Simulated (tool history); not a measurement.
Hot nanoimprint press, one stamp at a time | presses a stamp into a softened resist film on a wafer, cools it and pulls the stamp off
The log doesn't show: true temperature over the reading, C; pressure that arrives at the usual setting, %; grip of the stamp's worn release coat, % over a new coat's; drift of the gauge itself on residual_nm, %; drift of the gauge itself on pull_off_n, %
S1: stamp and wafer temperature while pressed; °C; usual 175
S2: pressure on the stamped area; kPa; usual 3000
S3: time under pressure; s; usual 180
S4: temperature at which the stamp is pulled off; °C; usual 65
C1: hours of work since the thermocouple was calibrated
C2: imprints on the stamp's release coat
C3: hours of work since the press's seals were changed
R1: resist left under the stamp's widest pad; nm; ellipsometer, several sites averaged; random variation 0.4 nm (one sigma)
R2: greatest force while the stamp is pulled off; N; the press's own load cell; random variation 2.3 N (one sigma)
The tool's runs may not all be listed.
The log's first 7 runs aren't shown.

Run 8, hour 376.5: usual settings; C1 293; C2 406; C3 71. Result: R1 153.2 nm, R2 257 N.
At hour 399.8: plate thermocouple calibrated.
Run 9, hour 420.4: usual settings but S1 179 °C; C1 13; C2 489; C3 97. Result: R1 134.7 nm, R2 267 N.
At hour 452.3: stamp cleaned and given a new release coat.
Run 10, hour 483.8: usual settings but S3 310 s; C1 49; C2 64; C3 133. Result: R1 131.3 nm, R2 241 N.
Run 11, hour 523.5: usual settings but S3 146 s; C1 74; C2 145; C3 158. Result: R1 166.3 nm, R2 249 N.
Run 12, hour 578.5: usual settings but S4 59 °C; C1 108; C2 256; C3 192. Result: R1 155.2 nm, R2 270 N.
Run 13, hour 630.7: usual settings but S4 59 °C; C1 141; C2 363; C3 225. Result: R1 155.1 nm, R2 275 N.
Run 14, hour 691.1: usual settings; C1 179; C2 485; C3 263. Result: R1 155.2 nm, R2 269 N.
At hour 724.0: stamp cleaned and given a new release coat.
Run 15, hour 749.9: usual settings but S1 179 °C; C1 212; C2 53; C3 296. Result: R1 132.4 nm, R2 238 N.
Run 16, hour 777.5: usual settings but S4 60 °C; C1 230; C2 109; C3 313. Result: R1 154.6 nm, R2 258 N.
Run 17, hour 837.7: usual settings but S2 4560 kPa, S3 110 s, S4 60 °C; C1 267; C2 231; C3 351. Result: R1 146.6 nm, R2 268 N.
Run 18, hour 878.5: usual settings but S1 165 °C, S2 1810 kPa, S3 102 s, S4 52 °C; C1 293; C2 314; C3 377. Result: R1 268.7 nm, R2 294 N.
At hour 905.7: plate thermocouple calibrated.
Run 19, hour 911.0: usual settings but S1 168 °C, S2 2850 kPa, S3 93 s, S4 64 °C; C1 3; C2 374; C3 395. Result: R1 236.2 nm, R2 265 N.
Run 20, hour 971.9: usual settings but S1 168 °C, S2 2850 kPa, S3 93 s, S4 64 °C; C1 42; C2 497; C3 433. Result: R1 235.6 nm, R2 272 N.
At hour 1002.5: stamp cleaned and given a new release coat.
Run 21, hour 1007.7: usual settings but S1 168 °C, S2 2850 kPa, S3 93 s, S4 64 °C; C1 60; C2 11; C3 452. Result: R1 236.7 nm, R2 236 N.
Run 22, hour 1043.2: usual settings but S1 177 °C, S4 53 °C; C1 83; C2 83; C3 474. Result: R1 146.1 nm, R2 274 N.
Run 23, hour 1088.9: usual settings but S1 178 °C, S2 2530 kPa, S3 114 s, S4 67 °C; C1 111; C2 176; C3 503. Result: R1 175.5 nm, R2 244 N.
Run 24, hour 1118.2: usual settings but S1 178 °C, S2 2530 kPa, S3 114 s, S4 67 °C; C1 130; C2 235; C3 522. Result: R1 176.2 nm, R2 248 N.
Run 25, hour 1159.3: usual settings but S1 178 °C, S2 2530 kPa, S3 114 s, S4 67 °C; C1 155; C2 319; C3 547. Result: R1 175.7 nm, R2 253 N.
Run 26, hour 1194.7: usual settings but S1 183 °C, S2 2530 kPa, S3 90 s; C1 178; C2 391; C3 570. Result: R1 159.6 nm, R2 264 N.
Run 27, hour 1234.1: usual settings but S1 183 °C, S2 1890 kPa, S3 90 s; C1 202; C2 471; C3 594. Result: R1 182.2 nm, R2 268 N.
Run 28, hour 1260.9: usual settings but S3 154 s; C1 219; C2 525; C3 611. Result: R1 164.4 nm, R2 271 N.
At hour 1274.6: stamp cleaned and given a new release coat.
Run 29, hour 1299.3: usual settings but S1 181 °C, S4 57 °C; C1 240; C2 50; C3 631. Result: R1 124.8 nm, R2 260 N.
Run 30, hour 1343.0: usual settings but S2 2750 kPa; C1 267; C2 139; C3 659. Result: R1 162.5 nm, R2 243 N.

4 ways to go on from here, each from the tool as it stands after run 30. What would each give?
Run A, hour 1373.5: usual settings but S2 2750 kPa, S3 261 s; C1 286; C2 201; C3 678. Result: R1 ?, R2 ?.
Run B, hour 1373.5: usual settings but S1 171 °C, S2 2750 kPa, S3 300 s; C1 286; C2 201; C3 678. Result: R1 ?, R2 ?.
Run C, hour 1373.5: usual settings but S2 3090 kPa; C1 286; C2 201; C3 678. Result: R1 ?, R2 ?.
Run D, hour 1373.5: usual settings but S1 168 °C, S2 3510 kPa; C1 286; C2 201; C3 678. Result: R1 ?, R2 ?.

run     R1   R2
  A  144.8  244
  B  161.0  247
  C  153.8  246
  D  187.6  252
Without the tool's hidden state the same runs would have given:
run     R1   R2
  A  145.2  233
  B  161.6  236
  C  153.6  235
  D  187.2  241

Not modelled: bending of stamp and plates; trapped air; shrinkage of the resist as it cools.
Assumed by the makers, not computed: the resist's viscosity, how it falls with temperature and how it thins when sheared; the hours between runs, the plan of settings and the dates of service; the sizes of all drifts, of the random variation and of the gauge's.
